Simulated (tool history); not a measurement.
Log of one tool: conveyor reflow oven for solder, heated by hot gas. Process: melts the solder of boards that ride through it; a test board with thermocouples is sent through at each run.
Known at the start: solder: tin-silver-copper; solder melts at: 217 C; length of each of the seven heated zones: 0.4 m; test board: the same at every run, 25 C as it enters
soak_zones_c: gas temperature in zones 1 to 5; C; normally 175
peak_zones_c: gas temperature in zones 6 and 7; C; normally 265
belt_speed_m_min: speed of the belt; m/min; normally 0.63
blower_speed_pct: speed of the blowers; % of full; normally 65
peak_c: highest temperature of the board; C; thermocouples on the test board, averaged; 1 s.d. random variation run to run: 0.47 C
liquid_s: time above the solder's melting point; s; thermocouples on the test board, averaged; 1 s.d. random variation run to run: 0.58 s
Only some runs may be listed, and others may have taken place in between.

run	hour	soak_zones_c	peak_zones_c	belt_speed_m_min	blower_speed_pct	peak_c	liquid_s
1	0	175	265	0.63	65	240.8	43.4
2	5.7	175	265	0.63	65	239.7	43.1
3	14	175	265	0.63	65	240.2	43.9
4	26	175	265	0.63	65	240.2	44.2
5	36.5	175	265	0.63	65	239.9	44.1
6	50.1	175	265	0.63	65	239.7	44.7
7	58.4	175	265	0.63	65	239.3	44.3
8	68.1	184	265	0.63	65	241.8	49.3
9	81.1	175	271	0.63	65	244.9	48.6
10	92.4	175	271	0.63	65	243.9	47.7
11	102	175	265	0.713	86	240	39
# hour 108.8: flux residue cleaned out of gas plates and filters
12	116.4	175	269	0.591	68	249.2	59.3
13	128.1	175	265	0.63	57	239.9	45.3
14	135.2	177	264	0.714	81	243.6	43.7
15	148.3	173	265	0.567	65	246.8	58
16	160.7	186	267	0.567	66	250.2	69.2
17	172.8	160	267	0.567	66	245.6	51.6
18	185.9	181	279	0.604	58	254.8	63.7
19	196.1	175	265	0.63	64	241.5	47
20	207.5	175	258	0.712	78	236.3	37.2

4 ways to go on from here, each from the tool as it stands after run 20. What would each give?
A	214.5	163	258	0.712	55	?	?
B	214.5	182	260	0.712	78	?	?
C	214.5	175	277	0.63	65	?	?
D	214.5	174	265	0.699	65	?	?

run	peak_c	liquid_s
A	225.3	15.5
B	240.3	42.6
C	252.5	57.2
D	237.2	37
What these runs would have given with no unlogged condition in the tool:
run	peak_c	liquid_s
A	225.9	16.2
B	241.1	42.8
C	253.3	56.8
D	237.9	37.2

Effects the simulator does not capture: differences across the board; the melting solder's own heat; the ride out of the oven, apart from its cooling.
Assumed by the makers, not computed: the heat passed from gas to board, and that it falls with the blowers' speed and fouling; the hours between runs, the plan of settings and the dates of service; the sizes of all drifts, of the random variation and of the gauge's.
